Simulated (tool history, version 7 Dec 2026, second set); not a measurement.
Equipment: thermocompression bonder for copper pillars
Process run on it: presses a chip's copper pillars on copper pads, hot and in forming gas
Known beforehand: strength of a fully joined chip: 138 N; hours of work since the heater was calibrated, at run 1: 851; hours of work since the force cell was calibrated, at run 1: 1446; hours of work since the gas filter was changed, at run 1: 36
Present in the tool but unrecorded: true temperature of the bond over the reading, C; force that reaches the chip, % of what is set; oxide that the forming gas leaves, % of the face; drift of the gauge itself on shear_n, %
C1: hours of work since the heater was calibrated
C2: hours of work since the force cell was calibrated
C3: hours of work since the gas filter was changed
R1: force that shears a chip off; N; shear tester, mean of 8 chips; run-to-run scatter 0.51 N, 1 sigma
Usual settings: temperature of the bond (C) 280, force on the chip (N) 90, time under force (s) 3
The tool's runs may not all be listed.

run 1 day=0.000 | temperature_of_the_bond_(C)=280 force_on_the_chip_(N)=90 time_under_force_(s)=3 | C1=851 C2=1446 C3=36 | R1=76.6
run 2 day=0.962 | temperature_of_the_bond_(C)=280 force_on_the_chip_(N)=99 time_under_force_(s)=3 | C1=869 C2=1464 C3=54 | R1=80.4
run 3 day=2.854 | temperature_of_the_bond_(C)=280 force_on_the_chip_(N)=99 time_under_force_(s)=3 | C1=904 C2=1499 C3=89 | R1=79.2
run 4 day=3.983 | temperature_of_the_bond_(C)=280 force_on_the_chip_(N)=99 time_under_force_(s)=3 | C1=925 C2=1520 C3=110 | R1=78.6
run 5 day=5.258 | temperature_of_the_bond_(C)=280 force_on_the_chip_(N)=99 time_under_force_(s)=3 | C1=949 C2=1543 C3=134 | R1=77.7
run 6 day=7.246 | temperature_of_the_bond_(C)=280 force_on_the_chip_(N)=90 time_under_force_(s)=3 | C1=986 C2=1580 C3=171 | R1=72.9
run 7 day=8.546 | temperature_of_the_bond_(C)=280 force_on_the_chip_(N)=90 time_under_force_(s)=3 | C1=1010 C2=1605 C3=195 | R1=72.6
run 8 day=10.200 | temperature_of_the_bond_(C)=302 force_on_the_chip_(N)=90 time_under_force_(s)=3 | C1=1040 C2=1635 C3=226 | R1=91.1
-- day=11.342 force cell calibrated
run 9 day=11.433 | temperature_of_the_bond_(C)=302 force_on_the_chip_(N)=90 time_under_force_(s)=3 | C1=1062 C2=2 C3=248 | R1=91.3
run 10 day=13.242 | temperature_of_the_bond_(C)=302 force_on_the_chip_(N)=90 time_under_force_(s)=3 | C1=1096 C2=35 C3=281 | R1=90.8
-- day=13.358 forming gas filter changed
-- day=13.846 heater calibrated with a thermocouple chip
run 11 day=14.979 | temperature_of_the_bond_(C)=299 force_on_the_chip_(N)=99 time_under_force_(s)=7 | C1=21 C2=66 C3=29 | R1=111.0
run 12 day=16.967 | temperature_of_the_bond_(C)=299 force_on_the_chip_(N)=99 time_under_force_(s)=7 | C1=58 C2=103 C3=66 | R1=109.4
run 13 day=18.762 | temperature_of_the_bond_(C)=258 force_on_the_chip_(N)=80 time_under_force_(s)=7 | C1=91 C2=136 C3=99 | R1=64.8
run 14 day=20.429 | temperature_of_the_bond_(C)=280 force_on_the_chip_(N)=75 time_under_force_(s)=3 | C1=122 C2=167 C3=130 | R1=61.8
run 15 day=21.325 | temperature_of_the_bond_(C)=280 force_on_the_chip_(N)=130 time_under_force_(s)=2 | C1=139 C2=184 C3=147 | R1=73.3
run 16 day=23.283 | temperature_of_the_bond_(C)=279 force_on_the_chip_(N)=127 time_under_force_(s)=9 | C1=175 C2=220 C3=183 | R1=106.5
run 17 day=24.483 | temperature_of_the_bond_(C)=304 force_on_the_chip_(N)=90 time_under_force_(s)=2 | C1=198 C2=242 C3=205 | R1=78.1
run 18 day=26.079 | temperature_of_the_bond_(C)=304 force_on_the_chip_(N)=90 time_under_force_(s)=2 | C1=227 C2=272 C3=235 | R1=76.6
run 19 day=28.008 | temperature_of_the_bond_(C)=294 force_on_the_chip_(N)=123 time_under_force_(s)=2 | C1=263 C2=308 C3=271 | R1=79.0

What differs in the tool's unlogged condition from the final listed run ahead of each entry between runs to the first listed run following it?
In the gap between runs 8 and 9: force cell calibrated (day 11.342)
  true temperature of the bond over the reading, C: 10.3 -> 10.5; force that reaches the chip, % of what is set: 92.4 -> 99.4; oxide that the forming gas leaves, % of the face: 8.49 -> 9.3
  the result without the hidden state subtracted from the measured one, R1: -2.5 -> -0.4 N
In the gap between runs 10 and 11: forming gas filter changed (day 13.358); heater calibrated with a thermocouple chip (day 13.846)
  true temperature of the bond over the reading, C: 10.8 -> -1; force that reaches the chip, % of what is set: 99.2 -> 99.1; oxide that the forming gas leaves, % of the face: 10.46 -> 1.63
  the result without the hidden state subtracted from the measured one, R1: -1.5 -> -2.3 N

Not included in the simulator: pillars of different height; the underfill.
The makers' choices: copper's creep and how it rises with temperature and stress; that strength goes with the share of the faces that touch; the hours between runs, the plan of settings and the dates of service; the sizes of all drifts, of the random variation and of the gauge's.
